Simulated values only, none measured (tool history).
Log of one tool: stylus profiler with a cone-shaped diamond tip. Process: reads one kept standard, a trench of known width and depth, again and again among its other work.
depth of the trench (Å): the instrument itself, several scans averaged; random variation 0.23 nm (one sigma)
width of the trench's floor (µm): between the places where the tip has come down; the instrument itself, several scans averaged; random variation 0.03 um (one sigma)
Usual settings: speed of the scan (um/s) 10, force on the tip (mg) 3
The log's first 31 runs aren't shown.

run      day  speed of the scan (um/s)  force on the tip (mg)  depth of the trench (Å)  width of the trench's floor (µm)
 32   84.338                        10                   4.37                  10197.5                             15.02
 33   87.008                        15                   2.98                  10158.3                             14.99
 34   89.962                        15                   2.98                  10161.5                             15.02
 35   91.475                        15                   2.98                  10161.8                             14.95
 36   94.417                        10                   1.65                  10118.6                             14.97
 37   96.492                        10                   1.65                  10121.7                             14.92
 38     98.4                         6                      3                  10163.3                             14.92
 39  101.354                         3                   3.93                  10190.2                             14.93
 40  103.492                         3                   1.19                  10103.8                             14.88
 41  106.438                         3                   1.19                    10105                             14.83
 42  109.212                         3                   1.19                  10105.2                             14.88
 43  112.921                         3                   1.19                  10109.4                             14.82
 44  116.471                         3                   1.19                  10101.8                             14.74
 45  119.567                         3                   4.83                  10218.6                             14.74
 46  123.288                        11                   1.14                  10108.4                              14.6
 47  125.338                        11                   1.14                  10107.4                             14.65

Forecast each of these 3 alternatives for the next run:
  A  128.05                         5                      3                        ?                                 ?
  B  128.05                         2                   1.14                        ?                                 ?
  C  128.05                        18                   1.14                        ?                                 ?

run  depth of the trench (Å)  width of the trench's floor (µm)
  A                  10171.2                             14.65
  B                  10112.3                             14.71
  C                  10110.3                             14.56
Without the tool's hidden state the same runs would have given:
run  depth of the trench (Å)  width of the trench's floor (µm)
  A                  10131.6                             15.97
  B                  10072.9                             16.03
  C                    10071                             15.88

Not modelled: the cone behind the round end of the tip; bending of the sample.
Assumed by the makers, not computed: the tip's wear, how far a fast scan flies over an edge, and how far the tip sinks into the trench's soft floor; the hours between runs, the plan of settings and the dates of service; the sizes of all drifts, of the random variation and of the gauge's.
